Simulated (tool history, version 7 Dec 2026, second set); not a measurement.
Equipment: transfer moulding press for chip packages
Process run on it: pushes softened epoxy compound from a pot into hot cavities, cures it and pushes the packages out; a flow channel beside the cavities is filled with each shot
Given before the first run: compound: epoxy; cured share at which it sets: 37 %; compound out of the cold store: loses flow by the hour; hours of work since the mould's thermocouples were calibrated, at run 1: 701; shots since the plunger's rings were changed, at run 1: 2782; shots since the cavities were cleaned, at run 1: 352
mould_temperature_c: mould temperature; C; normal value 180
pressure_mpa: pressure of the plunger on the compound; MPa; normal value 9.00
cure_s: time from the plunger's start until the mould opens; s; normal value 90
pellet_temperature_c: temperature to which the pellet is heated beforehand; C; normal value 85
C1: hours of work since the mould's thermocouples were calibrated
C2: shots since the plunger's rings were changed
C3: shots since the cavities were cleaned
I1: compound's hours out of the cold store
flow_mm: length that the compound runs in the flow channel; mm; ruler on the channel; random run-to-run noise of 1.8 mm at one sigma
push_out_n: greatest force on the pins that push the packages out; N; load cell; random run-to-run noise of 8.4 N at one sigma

run 1 hour=0.0 | mould_temperature_c=180 pressure_mpa=9.00 cure_s=90 pellet_temperature_c=85 | C1=701 C2=2782 C3=352 | I1=19.3 | flow_mm=523 push_out_n=677
-- hour=17.9 cavities cleaned with cleaning compound and waxed
-- hour=57.8 mould's thermocouples calibrated
-- hour=78.6 cavities cleaned with cleaning compound and waxed
run 2 hour=96.0 | mould_temperature_c=180 pressure_mpa=9.00 cure_s=90 pellet_temperature_c=85 | C1=16 C2=3584 C3=153 | I1=45.7 | flow_mm=448 push_out_n=501
-- hour=137.6 cavities cleaned with cleaning compound and waxed
run 3 hour=158.4 | mould_temperature_c=180 pressure_mpa=9.00 cure_s=90 pellet_temperature_c=85 | C1=43 C2=4121 C3=183 | I1=14.5 | flow_mm=522 push_out_n=537
-- hour=197.0 cavities cleaned with cleaning compound and waxed
-- hour=252.7 cavities cleaned with cleaning compound and waxed
run 4 hour=252.7 | mould_temperature_c=180 pressure_mpa=9.00 cure_s=119 pellet_temperature_c=85 | C1=84 C2=4926 C3=0 | I1=40.2 | flow_mm=450 push_out_n=327
-- hour=264.0 plunger's sealing rings changed
-- hour=309.2 cavities cleaned with cleaning compound and waxed
run 5 hour=356.5 | mould_temperature_c=180 pressure_mpa=9.00 cure_s=90 pellet_temperature_c=92 | C1=129 C2=802 C3=417 | I1=13.4 | flow_mm=554 push_out_n=648
-- hour=364.8 cavities cleaned with cleaning compound and waxed
-- hour=422.5 cavities cleaned with cleaning compound and waxed
run 6 hour=454.0 | mould_temperature_c=180 pressure_mpa=9.00 cure_s=90 pellet_temperature_c=76 | C1=171 C2=1635 C3=278 | I1=28.8 | flow_mm=508 push_out_n=591
-- hour=478.7 cavities cleaned with cleaning compound and waxed
-- hour=537.6 cavities cleaned with cleaning compound and waxed
run 7 hour=552.2 | mould_temperature_c=180 pressure_mpa=9.00 cure_s=90 pellet_temperature_c=76 | C1=213 C2=2475 C3=129 | I1=18.4 | flow_mm=525 push_out_n=506
-- hour=593.8 cavities cleaned with cleaning compound and waxed
run 8 hour=644.7 | mould_temperature_c=180 pressure_mpa=9.00 cure_s=90 pellet_temperature_c=76 | C1=253 C2=3276 C3=448 | I1=29.9 | flow_mm=491 push_out_n=705
-- hour=652.7 cavities cleaned with cleaning compound and waxed
-- hour=713.3 cavities cleaned with cleaning compound and waxed
run 9 hour=745.0 | mould_temperature_c=180 pressure_mpa=9.00 cure_s=90 pellet_temperature_c=76 | C1=297 C2=4134 C3=280 | I1=10.3 | flow_mm=537 push_out_n=618
-- hour=769.9 cavities cleaned with cleaning compound and waxed
run 10 hour=795.5 | mould_temperature_c=180 pressure_mpa=9.00 cure_s=90 pellet_temperature_c=76 | C1=319 C2=4566 C3=226 | I1=30.5 | flow_mm=480 push_out_n=571
-- hour=827.9 cavities cleaned with cleaning compound and waxed
-- hour=849.3 plunger's sealing rings changed
-- hour=890.5 cavities cleaned with cleaning compound and waxed
run 11 hour=891.1 | mould_temperature_c=180 pressure_mpa=9.00 cure_s=90 pellet_temperature_c=76 | C1=359 C2=355 C3=5 | I1=28.5 | flow_mm=516 push_out_n=403
-- hour=946.5 cavities cleaned with cleaning compound and waxed
run 12 hour=956.9 | mould_temperature_c=180 pressure_mpa=9.00 cure_s=90 pellet_temperature_c=92 | C1=387 C2=923 C3=93 | I1=47.1 | flow_mm=470 push_out_n=450
-- hour=1002.7 cavities cleaned with cleaning compound and waxed
run 13 hour=1039.2 | mould_temperature_c=180 pressure_mpa=9.00 cure_s=90 pellet_temperature_c=92 | C1=423 C2=1635 C3=322 | I1=9.9 | flow_mm=562 push_out_n=645
-- hour=1059.6 cavities cleaned with cleaning compound and waxed
run 14 hour=1094.6 | mould_temperature_c=186 pressure_mpa=7.21 cure_s=90 pellet_temperature_c=92 | C1=447 C2=2110 C3=309 | I1=18.3 | flow_mm=463 push_out_n=525
-- hour=1117.1 cavities cleaned with cleaning compound and waxed
run 15 hour=1146.4 | mould_temperature_c=183 pressure_mpa=7.21 cure_s=90 pellet_temperature_c=92 | C1=470 C2=2553 C3=258 | I1=18.6 | flow_mm=465 push_out_n=554
-- hour=1172.0 cavities cleaned with cleaning compound and waxed
run 16 hour=1198.1 | mould_temperature_c=178 pressure_mpa=8.77 cure_s=98 pellet_temperature_c=85 | C1=492 C2=2996 C3=230 | I1=46.5 | flow_mm=453 push_out_n=546
-- hour=1228.8 cavities cleaned with cleaning compound and waxed
run 17 hour=1252.4 | mould_temperature_c=178 pressure_mpa=8.77 cure_s=98 pellet_temperature_c=85 | C1=516 C2=3462 C3=209 | I1=41.1 | flow_mm=461 push_out_n=556
-- hour=1284.6 cavities cleaned with cleaning compound and waxed
-- hour=1339.6 cavities cleaned with cleaning compound and waxed
run 18 hour=1352.5 | mould_temperature_c=186 pressure_mpa=9.13 cure_s=92 pellet_temperature_c=85 | C1=559 C2=4317 C3=113 | I1=10.3 | flow_mm=525 push_out_n=428
-- hour=1400.0 cavities cleaned with cleaning compound and waxed
-- hour=1430.2 plunger's sealing rings changed
run 19 hour=1438.5 | mould_temperature_c=186 pressure_mpa=9.13 cure_s=92 pellet_temperature_c=85 | C1=595 C2=73 C3=317 | I1=29.2 | flow_mm=511 push_out_n=517
-- hour=1457.5 cavities cleaned with cleaning compound and waxed
run 20 hour=1495.4 | mould_temperature_c=178 pressure_mpa=9.00 cure_s=116 pellet_temperature_c=95 | C1=620 C2=562 C3=334 | I1=32.1 | flow_mm=515 push_out_n=525

Forecast run 21:
-- hour=1513.6 cavities cleaned with cleaning compound and waxed
run 21 hour=1548.7 | mould_temperature_c=182 pressure_mpa=9.00 cure_s=72 pellet_temperature_c=78 | C1=643 C2=1019 C3=310 | I1=34.1 | flow_mm=? push_out_n=?

{"run 21": {"flow_mm": 495, "push_out_n": 812}}
With the hidden condition absent and the run-to-run variation left alone, this run would have shown flow_mm 501 mm, push_out_n 464 N.

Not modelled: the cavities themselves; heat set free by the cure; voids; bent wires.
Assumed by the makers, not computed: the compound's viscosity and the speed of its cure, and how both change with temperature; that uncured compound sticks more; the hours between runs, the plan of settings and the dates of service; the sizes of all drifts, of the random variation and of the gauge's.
